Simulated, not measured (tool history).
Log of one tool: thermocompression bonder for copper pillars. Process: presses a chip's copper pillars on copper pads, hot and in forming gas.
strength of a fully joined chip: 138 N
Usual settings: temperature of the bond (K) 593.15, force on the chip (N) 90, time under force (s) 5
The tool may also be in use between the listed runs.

| run | hour | temperature of the bond (K) | force on the chip (N) | time under force (s) | force that shears a chip off (N) |
|---|---|---|---|---|---|
| 1 | 0 | 593.15 | 90 | 5 | 73.1 |
| 2 | 16 | 593.15 | 90 | 5 | 73.5 |
| 3 | 33.5 | 593.15 | 120 | 5 | 90.4 |
| 4 | 51.3 | 609.15 | 90 | 5 | 81.2 |
| 5 | 68.8 | 593.15 | 90 | 5 | 72 |
| 6 | 87.4 | 588.15 | 90 | 5 | 69.3 |
| 7 | 99.5 | 588.15 | 90 | 5 | 68.7 |
| 8 | 127.2 | 622.15 | 90 | 5 | 88.4 |
| 9 | 146.4 | 622.15 | 90 | 5 | 88.1 |
| 10 | 174.8 | 622.15 | 90 | 5 | 87.4 |
| 11 | 197.2 | 622.15 | 90 | 5 | 86.2 |
| 12 | 214.1 | 606.15 | 90 | 5 | 77.7 |
| 13 | 241 | 606.15 | 90 | 5 | 77.2 |
| 14 | 269.1 | 606.15 | 90 | 5 | 75.9 |
|  | 284.6 | force cell calibrated |
| 15 | 290.2 | 589.15 | 90 | 5 | 63.2 |
| 16 | 302.7 | 589.15 | 90 | 5 | 62.7 |
| 17 | 320.1 | 593.15 | 90 | 5 | 64 |
| 18 | 343.5 | 593.15 | 90 | 5 | 64.4 |
| 19 | 369.8 | 593.15 | 75 | 5 | 54.7 |
|  | 385.5 | forming gas filter changed |
| 20 | 385.6 | 585.15 | 90 | 5 | 66.1 |
| 21 | 405.7 | 612.15 | 133 | 4 | 100.9 |
| 22 | 433.1 | 612.15 | 133 | 4 | 98.8 |
| 23 | 447.3 | 612.15 | 122 | 8 | 110.5 |
| 24 | 475.4 | 593.15 | 121 | 5 | 88.1 |
| 25 | 488.5 | 611.15 | 108 | 5 | 90.7 |
| 26 | 503.3 | 614.15 | 74 | 7 | 77.7 |
| 27 | 523.7 | 619.15 | 126 | 6 | 108.3 |
| 28 | 542.4 | 619.15 | 126 | 6 | 107.7 |
| 29 | 557.4 | 578.15 | 73 | 5 | 49.4 |
| 30 | 573.4 | 583.15 | 90 | 10 | 78.5 |
| 31 | 597.1 | 583.15 | 90 | 10 | 78.5 |
| 32 | 610.7 | 583.15 | 90 | 10 | 78.7 |
| 33 | 629.3 | 583.15 | 90 | 10 | 78.1 |
| 34 | 656.8 | 583.15 | 90 | 10 | 79.2 |
| 35 | 677.5 | 569.15 | 90 | 10 | 69.3 |
| 36 | 692.8 | 593.15 | 95 | 3 | 58.2 |
| 37 | 707.6 | 593.15 | 90 | 10 | 83 |
| 38 | 721.2 | 577.15 | 98 | 8 | 73.1 |
| 39 | 741.4 | 577.15 | 76 | 5 | 49 |

4 ways to go on from here, each from the tool as it stands after run 39. What would each give?
| A | 754.3 | 577.15 | 55 | 5 | ? |
| B | 754.3 | 577.15 | 76 | 5 | ? |
| C | 754.3 | 620.15 | 96 | 5 | ? |
| D | 754.3 | 598.15 | 90 | 5 | ? |

| run | force that shears a chip off (N) |
|---|---|
| A | 35.6 |
| B | 49 |
| C | 84.1 |
| D | 67.8 |
Without the tool's hidden state the same runs would have given:
| run | force that shears a chip off (N) |
|---|---|
| A | 38.8 |
| B | 53.3 |
| C | 90.9 |
| D | 73.5 |
